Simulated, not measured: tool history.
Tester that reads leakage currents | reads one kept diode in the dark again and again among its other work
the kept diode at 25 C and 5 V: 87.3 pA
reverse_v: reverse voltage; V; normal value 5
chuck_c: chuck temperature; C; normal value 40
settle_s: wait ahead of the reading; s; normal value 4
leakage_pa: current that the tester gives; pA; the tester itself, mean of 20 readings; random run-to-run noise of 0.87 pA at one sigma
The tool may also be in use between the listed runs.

Run 1, hour 0: usual settings. Result: leakage_pa 288.27 pA.
Run 2, hour 53.3: usual settings but reverse_v 14.2 V. Result: leakage_pa 436.71 pA.
Run 3, hour 93.3: usual settings. Result: leakage_pa 286.85 pA.
Run 4, hour 126.6: usual settings but reverse_v 1.35 V. Result: leakage_pa 171.89 pA.
Run 5, hour 182: usual settings but reverse_v 1.35 V. Result: leakage_pa 170.29 pA.
Run 6, hour 238.3: usual settings but reverse_v 1.35 V. Result: leakage_pa 170.24 pA.
Run 7, hour 307.5: usual settings but reverse_v 1.35 V. Result: leakage_pa 169.95 pA.
Run 8, hour 345.7: usual settings but reverse_v 1.35 V. Result: leakage_pa 170.16 pA.
Run 9, hour 405.1: usual settings but reverse_v 1.35 V. Result: leakage_pa 169.06 pA.
Run 10, hour 451.1: usual settings but reverse_v 1.35 V. Result: leakage_pa 169.63 pA.
Run 11, hour 499.3: usual settings but reverse_v 1.35 V. Result: leakage_pa 168.72 pA.
Run 12, hour 545.1: usual settings but reverse_v 1.35 V. Result: leakage_pa 168.13 pA.
Run 13, hour 608.9: usual settings but reverse_v 4.32 V. Result: leakage_pa 265.39 pA.
Run 14, hour 644.7: usual settings. Result: leakage_pa 280.66 pA.
Run 15, hour 681.9: usual settings. Result: leakage_pa 280.04 pA.
Run 16, hour 720.4: usual settings. Result: leakage_pa 280.04 pA.
Run 17, hour 759.4: usual settings. Result: leakage_pa 276.94 pA.
Run 18, hour 804.3: usual settings but settle_s 0.81 s. Result: leakage_pa 280.01 pA.
Run 19, hour 846.7: usual settings. Result: leakage_pa 280.05 pA.
Run 20, hour 889.4: usual settings. Result: leakage_pa 277.71 pA.
Run 21, hour 961.9: usual settings. Result: leakage_pa 276.91 pA.
Run 22, hour 1031.9: usual settings. Result: leakage_pa 275.78 pA.
Run 23, hour 1088.1: usual settings but reverse_v 3.6 V, chuck_c 31 C, settle_s 4.14 s. Result: leakage_pa 120.08 pA.
Run 24, hour 1120.3: usual settings but reverse_v 1.1 V, chuck_c 31 C, settle_s 8.71 s. Result: leakage_pa 75.41 pA.
Run 25, hour 1173.7: usual settings but reverse_v 1.12 V, settle_s 3.21 s. Result: leakage_pa 152.18 pA.
Run 26, hour 1248: usual settings but reverse_v 1.08 V, chuck_c 23 C, settle_s 1.36 s. Result: leakage_pa 38.27 pA.
Run 27, hour 1293.6: usual settings but reverse_v 1.07 V. Result: leakage_pa 149.67 pA.
Run 28, hour 1348.7: usual settings but reverse_v 1.07 V, chuck_c 52 C, settle_s 0.9 s. Result: leakage_pa 356.88 pA.
Run 29, hour 1386.6: usual settings but reverse_v 5.48 V, chuck_c 28 C, settle_s 1.5 s. Result: leakage_pa 111.26 pA.
Run 30, hour 1454.6: usual settings but reverse_v 1.29 V, chuck_c 25 C, settle_s 1.1 s. Result: leakage_pa 48.3 pA.
Run 31, hour 1514.5: usual settings but reverse_v 7.8 V, chuck_c 28 C, settle_s 1.1 s. Result: leakage_pa 128.81 pA.
Run 32, hour 1556.9: usual settings but chuck_c 33 C. Result: leakage_pa 157.98 pA.
Run 33, hour 1627.3: usual settings but chuck_c 33 C. Result: leakage_pa 157.01 pA.
Run 34, hour 1682.2: usual settings but chuck_c 33 C. Result: leakage_pa 157.39 pA.
Run 35, hour 1717.7: usual settings but reverse_v 16.25 V, chuck_c 43 C, settle_s 0.36 s. Result: leakage_pa 540.34 pA.
Run 36, hour 1774.5: usual settings but reverse_v 16.25 V, chuck_c 28 C, settle_s 5.5 s. Result: leakage_pa 173.75 pA.
Run 37, hour 1830: usual settings but reverse_v 1.46 V, settle_s 1.4 s. Result: leakage_pa 163.55 pA.
Run 38, hour 1902.1: usual settings but reverse_v 4.02 V, chuck_c 25 C, settle_s 2.09 s. Result: leakage_pa 75.61 pA.
Run 39, hour 1954.7: usual settings but reverse_v 10.96 V, chuck_c 24 C, settle_s 2.53 s. Result: leakage_pa 106.71 pA.
Run 40, hour 2007.2: usual settings but reverse_v 10.96 V, chuck_c 24 C, settle_s 2.53 s. Result: leakage_pa 106.84 pA.

Estimate the outcome of run 41 from the log above:
Run 41, hour 2041.8: usual settings but reverse_v 10.96 V, chuck_c 24 C, settle_s 4.61 s. Result: leakage_pa ?.

Run 41 gave leakage_pa 105.64 pA.
On a tool with no hidden condition, and with the same random variation, this run would have come out at leakage_pa 109.21 pA.

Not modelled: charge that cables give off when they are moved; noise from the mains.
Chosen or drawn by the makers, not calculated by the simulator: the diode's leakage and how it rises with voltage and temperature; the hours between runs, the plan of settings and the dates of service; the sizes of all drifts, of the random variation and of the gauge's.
